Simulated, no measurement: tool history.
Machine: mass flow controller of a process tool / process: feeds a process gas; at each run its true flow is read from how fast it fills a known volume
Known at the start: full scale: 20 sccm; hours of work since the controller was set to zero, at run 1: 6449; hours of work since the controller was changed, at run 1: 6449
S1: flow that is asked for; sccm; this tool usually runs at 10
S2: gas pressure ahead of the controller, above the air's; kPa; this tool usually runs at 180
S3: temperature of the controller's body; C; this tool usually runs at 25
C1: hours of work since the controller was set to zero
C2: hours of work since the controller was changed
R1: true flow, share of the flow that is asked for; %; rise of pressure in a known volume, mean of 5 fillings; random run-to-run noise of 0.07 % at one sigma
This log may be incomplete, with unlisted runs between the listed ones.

Run 1, day 0.000: usual settings; C1 6449; C2 6449. Result: R1 99.34 %.
Run 2, day 8.962: usual settings; C1 6554; C2 6554. Result: R1 99.60 %.
At day 14.017: controller's zero set anew.
Run 3, day 21.708: usual settings but S1 5 sccm; C1 90; C2 6703. Result: R1 102.90 %.
Run 4, day 29.421: usual settings but S1 5 sccm; C1 180; C2 6793. Result: R1 103.05 %.
Run 5, day 44.917: usual settings but S1 5 sccm; C1 361; C2 6975. Result: R1 103.11 %.
Run 6, day 52.038: usual settings; C1 445; C2 7058. Result: R1 100.18 %.
Run 7, day 66.558: usual settings but S2 264 kPa, S3 30 C; C1 615; C2 7228. Result: R1 100.20 %.
Run 8, day 74.638: usual settings but S2 264 kPa, S3 30 C; C1 709; C2 7322. Result: R1 100.01 %.
At day 80.883: controller's zero set anew, once more.
Run 9, day 82.912: usual settings but S1 6 sccm, S2 275 kPa; C1 24; C2 7419. Result: R1 95.77 %.
Run 10, day 92.258: usual settings but S1 6 sccm, S2 275 kPa; C1 133; C2 7528. Result: R1 95.89 %.
Run 11, day 104.758: usual settings but S1 11 sccm, S2 275 kPa, S3 33 C; C1 279; C2 7674. Result: R1 96.55 %.

Alternative continuations, all from the tool just after run 11; predict every row:
Run A, day 111.975: usual settings but S1 7 sccm, S3 39 C; C1 364; C2 7759. Result: R1 ?.
Run B, day 111.975: usual settings but S1 11 sccm, S2 159 kPa, S3 33 C; C1 364; C2 7759. Result: R1 ?.
Run C, day 111.975: usual settings but S1 5 sccm, S2 273 kPa, S3 37 C; C1 364; C2 7759. Result: R1 ?.
Run D, day 111.975: usual settings but S1 3 sccm, S2 144 kPa, S3 38 C; C1 364; C2 7759. Result: R1 ?.

run     R1
  A  95.68
  B  96.26
  C  95.57
  D  95.31
The same runs, with their run-to-run variation unchanged, on a tool lacking any hidden condition would have given:
run     R1
  A  97.68
  B  98.36
  C  97.47
  D  96.95
